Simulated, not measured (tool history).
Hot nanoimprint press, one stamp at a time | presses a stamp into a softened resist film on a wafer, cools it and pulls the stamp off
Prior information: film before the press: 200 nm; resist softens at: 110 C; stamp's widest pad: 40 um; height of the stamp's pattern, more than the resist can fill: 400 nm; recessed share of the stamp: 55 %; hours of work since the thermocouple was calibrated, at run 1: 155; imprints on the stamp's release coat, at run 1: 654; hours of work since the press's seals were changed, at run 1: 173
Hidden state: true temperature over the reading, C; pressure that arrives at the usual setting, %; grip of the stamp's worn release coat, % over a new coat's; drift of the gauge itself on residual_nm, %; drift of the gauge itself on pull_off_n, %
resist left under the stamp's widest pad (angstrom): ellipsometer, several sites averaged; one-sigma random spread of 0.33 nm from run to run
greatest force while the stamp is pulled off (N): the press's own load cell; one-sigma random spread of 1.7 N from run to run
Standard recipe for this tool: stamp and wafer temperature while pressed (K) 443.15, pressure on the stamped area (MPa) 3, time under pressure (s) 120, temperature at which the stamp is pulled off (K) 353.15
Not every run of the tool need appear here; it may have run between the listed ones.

run	day	stamp and wafer temperature while pressed (K)	pressure on the stamped area (MPa)	time under pressure (s)	temperature at which the stamp is pulled off (K)	hours of work since the thermocouple was calibrated	imprints on the stamp's release coat	hours of work since the press's seals were changed	resist left under the stamp's widest pad (angstrom)	greatest force while the stamp is pulled off (N)
1	0	443.15	3	120	353.15	155	654	173	756	140
2	1	443.15	3	120	353.15	170	726	189	761	146
3	1.488	443.15	3	120	353.15	178	761	196	760	144
4	2.012	443.15	3	117	353.15	186	799	204	769	144
5	2.667	443.15	3	117	353.15	196	847	214	765	150
# day 3.088: stamp cleaned and given a new release coat
6	3.888	443.15	3	117	354.15	211	58	229	765	127
7	4.362	443.15	3	117	354.15	218	92	237	767	128
8	5.104	443.15	3	117	354.15	230	146	248	760	128
# day 5.275: plate thermocouple calibrated
9	5.75	443.15	3	104	353.15	7	183	256	781	131
10	6.633	431.15	3	104	353.15	21	247	270	1179	131
11	7.262	443.15	2.53	76	340.15	31	292	279	960	179
# day 7.979: plate thermocouple calibrated, once more
12	8.35	443.15	2.53	76	340.15	6	362	294	987	183
13	8.962	443.15	2.6	86	340.15	15	406	304	927	179
14	9.767	434.15	3	120	359.15	28	464	316	1045	117
15	10.812	434.15	4.12	120	346.15	44	539	332	901	164
16	11.458	439.15	1.98	107	347.15	54	586	342	1101	159
17	12.496	439.15	1.98	107	347.15	70	661	358	1104	163
18	13.4	439.15	1.98	107	347.15	84	726	372	1097	165

Some steps in resist left under the stamp's widest pad (angstrom) between neighbouring runs. How much of each would the tool show without its hidden state too (settings, what came in, random variation), and how much is left for the hidden state, with any gauge scatter that isn't in both results?
Run 9 -> 10: stamp and wafer temperature while pressed (K) 443.15 -> 431.15. resist left under the stamp's widest pad (angstrom) +398: hidden state -8, all else +406.
Run 11 -> 12: plate thermocouple calibrated, once more. resist left under the stamp's widest pad (angstrom) +27: hidden state +20, all else +7.
